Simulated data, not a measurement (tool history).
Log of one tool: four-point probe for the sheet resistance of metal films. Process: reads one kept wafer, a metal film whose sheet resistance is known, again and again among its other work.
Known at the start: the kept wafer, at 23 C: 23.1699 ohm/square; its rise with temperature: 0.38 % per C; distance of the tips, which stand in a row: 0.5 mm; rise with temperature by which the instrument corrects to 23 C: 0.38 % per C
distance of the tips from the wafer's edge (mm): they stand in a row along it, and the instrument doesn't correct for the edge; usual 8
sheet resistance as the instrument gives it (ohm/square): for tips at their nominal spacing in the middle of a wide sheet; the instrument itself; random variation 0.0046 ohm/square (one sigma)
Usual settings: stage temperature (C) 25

run   hour  stage temperature (C)  distance of the tips from the wafer's edge (mm)  sheet resistance as the instrument gives it (ohm/square)
  1      0                     25                                                8                                                 23.390071
  2   14.7                     26                                                8                                                 23.388307
  3   35.8                     25                                                9                                                 23.372556
  4   54.2                     25                                                9                                                 23.376584
  5   76.4                     25                                                9                                                 23.381627
  6   96.2                     25                                                9                                                 23.387466
  7  111.2                     25                                               16                                                 23.360872
  8  134.4                     18                                                8                                                 23.390523
  9  155.9                     18                                                8                                                 23.393054
 10  179.1                     18                                                8                                                 23.403992
 11  188.7                     18                                                8                                                 23.399258
 12  209.5                     18                                                8                                                 23.391663
 13  230.2                     32                                                8                                                 23.406211
 14  247.9                     24                                                8                                                   23.4047
 15    263                     24                                                8                                                 23.395307
 16  278.5                     24                                                8                                                 23.401946
 17  288.9                     19                                                6                                                 23.433192
 18  304.8                     23                                               24                                                 23.362903
     306.5  -- stage's thermometer calibrated
 19  324.3                     23                                               24                                                 23.358982
 20  340.5                     27                                                7                                                 23.438888
 21  351.5                     20                                                8                                                 23.420036
 22  362.2                     34                                               33                                                 23.371002
 23  374.8                     34                                               33                                                 23.370427
     395.3  -- stage's thermometer calibrated, once more
 24    398                     34                                               33                                                 23.317078
 25  412.1                     32                                               25                                                 23.332818
 26  429.9                     32                                               25                                                 23.330871
 27  444.2                     32                                               25                                                  23.32762
 28  460.2                     25                                                8                                                 23.368857
 29  472.7                     25                                               27                                                  23.33382
 30  486.9                     28                                                8                                                 23.373258
 31  509.6                     33                                               16                                                 23.346721

Forecast each of these 4 alternatives for the next run:
  A  529.3                     32                                                8                                                         ?
  B  529.3                     24                                               61                                                         ?
  C  529.3                     24                                                5                                                         ?
  D  529.3                     25                                               10                                                         ?

run  sheet resistance as the instrument gives it (ohm/square)
  A                                                 23.377988
  B                                                 23.329969
  C                                                 23.449357
  D                                                 23.361356
Without the tool's hidden state the same runs would have given:
run  sheet resistance as the instrument gives it (ohm/square)
  A                                                 23.222408
  B                                                 23.174664
  C                                                 23.293321
  D                                                  23.20586

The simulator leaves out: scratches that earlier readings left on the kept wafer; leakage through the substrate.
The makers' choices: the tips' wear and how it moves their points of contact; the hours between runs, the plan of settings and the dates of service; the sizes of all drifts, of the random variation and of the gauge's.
